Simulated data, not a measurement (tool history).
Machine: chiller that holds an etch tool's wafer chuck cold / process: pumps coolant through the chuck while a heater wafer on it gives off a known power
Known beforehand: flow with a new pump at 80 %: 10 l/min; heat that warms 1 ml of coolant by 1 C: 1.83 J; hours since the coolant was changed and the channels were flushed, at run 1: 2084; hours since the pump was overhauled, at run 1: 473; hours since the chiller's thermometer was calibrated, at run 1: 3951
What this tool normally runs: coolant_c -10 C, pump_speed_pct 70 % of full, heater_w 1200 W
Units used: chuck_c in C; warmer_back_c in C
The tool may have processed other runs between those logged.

| run | hour | coolant_c | pump_speed_pct | heater_w | hours since the coolant was changed and the channels were flushed | hours since the pump was overhauled | hours since the chiller's thermometer was calibrated | chuck_c | warmer_back_c |
|---|---|---|---|---|---|---|---|---|---|
| 1 | 0.0 | -10 | 70 | 1200 | 2084 | 473 | 3951 | 4.6 | 4.57 |
| 2 | 56.4 | -10 | 70 | 1200 | 2141 | 530 | 4007 | 4.6 | 4.52 |
| 3 | 177.5 | -10 | 70 | 984 | 2262 | 651 | 4128 | 1.9 | 3.77 |
| 4 | 296.4 | -10 | 70 | 984 | 2381 | 770 | 4247 | 2.0 | 3.70 |
| 5 | 349.1 | -10 | 70 | 984 | 2433 | 822 | 4300 | 2.0 | 3.70 |
| 6 | 456.4 | -10 | 70 | 1200 | 2541 | 930 | 4407 | 4.5 | 4.48 |
| 7 | 566.0 | -10 | 70 | 1200 | 2650 | 1039 | 4517 | 4.5 | 4.48 |
|  | 592.3 | chiller's thermometer calibrated |
| 8 | 630.4 | -10 | 70 | 1200 | 2714 | 1103 | 38 | 4.4 | 4.50 |
| 9 | 726.8 | -10 | 70 | 1200 | 2810 | 1199 | 134 | 4.6 | 4.49 |
| 10 | 811.6 | -10 | 70 | 1200 | 2895 | 1284 | 219 | 4.7 | 4.44 |
| 11 | 924.5 | -10 | 70 | 1200 | 3008 | 1397 | 332 | 4.7 | 4.42 |
|  | 1008.6 | coolant changed, channels flushed |
| 12 | 1057.2 | -10 | 70 | 1200 | 49 | 1524 | 459 | 4.6 | 4.49 |
| 13 | 1115.5 | -10 | 70 | 1200 | 107 | 1582 | 517 | 4.6 | 4.42 |
| 14 | 1209.5 | -10 | 70 | 1200 | 201 | 1676 | 611 | 4.5 | 4.42 |
| 15 | 1274.8 | -10 | 70 | 1200 | 266 | 1741 | 676 | 4.7 | 4.47 |
| 16 | 1395.2 | -10 | 70 | 1200 | 387 | 1862 | 797 | 4.6 | 4.38 |
| 17 | 1462.1 | -17 | 70 | 1200 | 454 | 1928 | 864 | -2.5 | 4.39 |
| 18 | 1583.8 | -14 | 72 | 1220 | 575 | 2050 | 985 | 0.5 | 4.34 |
| 19 | 1647.6 | -20 | 90 | 1232 | 639 | 2114 | 1049 | -7.3 | 3.34 |

What does the tool deliver on the next run?
| 20 | 1768.5 | -13 | 90 | 1232 | 760 | 2235 | 1170 | ? | ? |

{"run 20": {"chuck_c": -0.5, "warmer_back_c": 3.37}}
Had the tool carried no hidden state, the very same run would have given chuck_c -0.5 C, warmer_back_c 3.57 C.
